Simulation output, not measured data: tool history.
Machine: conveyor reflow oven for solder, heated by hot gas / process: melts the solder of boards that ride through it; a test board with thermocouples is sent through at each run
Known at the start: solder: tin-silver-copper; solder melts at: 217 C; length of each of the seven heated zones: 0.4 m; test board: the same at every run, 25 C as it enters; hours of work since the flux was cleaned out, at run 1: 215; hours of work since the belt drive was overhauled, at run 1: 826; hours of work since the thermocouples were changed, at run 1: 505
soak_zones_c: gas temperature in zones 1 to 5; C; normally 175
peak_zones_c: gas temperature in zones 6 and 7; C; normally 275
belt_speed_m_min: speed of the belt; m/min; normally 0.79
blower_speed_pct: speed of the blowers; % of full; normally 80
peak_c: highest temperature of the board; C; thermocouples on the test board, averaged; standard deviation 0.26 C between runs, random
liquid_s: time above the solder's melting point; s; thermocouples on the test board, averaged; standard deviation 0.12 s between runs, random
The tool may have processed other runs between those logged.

| run | hour | soak_zones_c | peak_zones_c | belt_speed_m_min | blower_speed_pct | hours of work since the flux was cleaned out | hours of work since the belt drive was overhauled | hours of work since the thermocouples were changed | peak_c | liquid_s |
|---|---|---|---|---|---|---|---|---|---|---|
| 1 | 0 | 175 | 275 | 0.79 | 80 | 215 | 826 | 505 | 258.2 | 50.1 |
| 2 | 13 | 175 | 275 | 0.924 | 80 | 223 | 834 | 513 | 252.7 | 39.6 |
| 3 | 25.1 | 175 | 275 | 0.79 | 57 | 230 | 841 | 520 | 252.4 | 45.6 |
| 4 | 42.1 | 175 | 275 | 0.79 | 80 | 241 | 852 | 530 | 258.3 | 50.2 |
| 5 | 57.5 | 175 | 275 | 0.79 | 80 | 250 | 861 | 540 | 257.9 | 50 |
| 6 | 84 | 175 | 275 | 0.79 | 80 | 267 | 877 | 556 | 258 | 49.9 |
| 7 | 101.1 | 175 | 275 | 0.79 | 80 | 277 | 888 | 567 | 257.7 | 50.1 |
| 8 | 116.5 | 175 | 275 | 0.79 | 80 | 286 | 897 | 576 | 258 | 49.8 |
| 9 | 139.7 | 178 | 275 | 0.79 | 80 | 301 | 911 | 590 | 258.8 | 50.9 |
| 10 | 158.9 | 178 | 275 | 0.79 | 80 | 312 | 923 | 602 | 258.2 | 50.8 |
| 11 | 176.8 | 175 | 288 | 0.79 | 80 | 323 | 934 | 613 | 269.3 | 54.5 |
|  | 196.5 | flux residue cleaned out of gas plates and filters |
| 12 | 204.7 | 175 | 288 | 0.79 | 80 | 5 | 948 | 627 | 270.9 | 55.1 |
| 13 | 233.7 | 175 | 269 | 0.839 | 80 | 23 | 966 | 645 | 252 | 43.9 |
| 14 | 247.3 | 175 | 279 | 0.637 | 80 | 31 | 974 | 653 | 268 | 68.1 |
| 15 | 264.5 | 175 | 279 | 0.637 | 80 | 42 | 985 | 664 | 268.1 | 68.1 |
| 16 | 279.3 | 175 | 279 | 0.637 | 74 | 51 | 994 | 673 | 266.8 | 67.7 |
| 17 | 297.5 | 175 | 273 | 0.79 | 80 | 62 | 1005 | 684 | 256.7 | 49.6 |
| 18 | 322.2 | 175 | 264 | 0.79 | 80 | 77 | 1020 | 699 | 248.8 | 45.5 |
| 19 | 351.7 | 175 | 264 | 0.79 | 80 | 95 | 1038 | 717 | 249.1 | 45.2 |
| 20 | 379.4 | 175 | 264 | 0.79 | 80 | 112 | 1055 | 734 | 249.2 | 45.2 |
| 21 | 401 | 173 | 264 | 0.79 | 51 | 125 | 1068 | 747 | 240.5 | 36.7 |

Table of differences, measured result less the result of that run with no hidden state. Run-to-run variation is the same in both. Gauge scatter possibly is not:
Hidden state at play: heat that the gas passes to the board, % of a clean oven's; belt's true speed, % of the reading; true gas temperature in zones 6 and 7 over the reading, C; drift of the gauge itself on peak_c, C; drift of the gauge itself on liquid_s, %.
| run | peak_c | liquid_s |
|---|---|---|
| 1 | -2 | -0.1 |
| 2 | -2.2 | -0.4 |
| 3 | -1.8 | -0.3 |
| 4 | -2.2 | -0.1 |
| 5 | -2.2 | -0.1 |
| 6 | -2.3 | -0.2 |
| 7 | -2.4 | -0.2 |
| 8 | -2.5 | -0.2 |
| 9 | -2.5 | -0.2 |
| 10 | -2.6 | -0.3 |
| 11 | -2.8 | +0.1 |
| 12 | -1.5 | +0.7 |
| 13 | -1.5 | +0.3 |
| 14 | -1.7 | +0.9 |
| 15 | -1.8 | +0.9 |
| 16 | -1.8 | +0.9 |
| 17 | -1.8 | +0.4 |
| 18 | -1.9 | +0 |
| 19 | -2 | -0.1 |
| 20 | -2.1 | -0.1 |
| 21 | -1.8 | -0.4 |
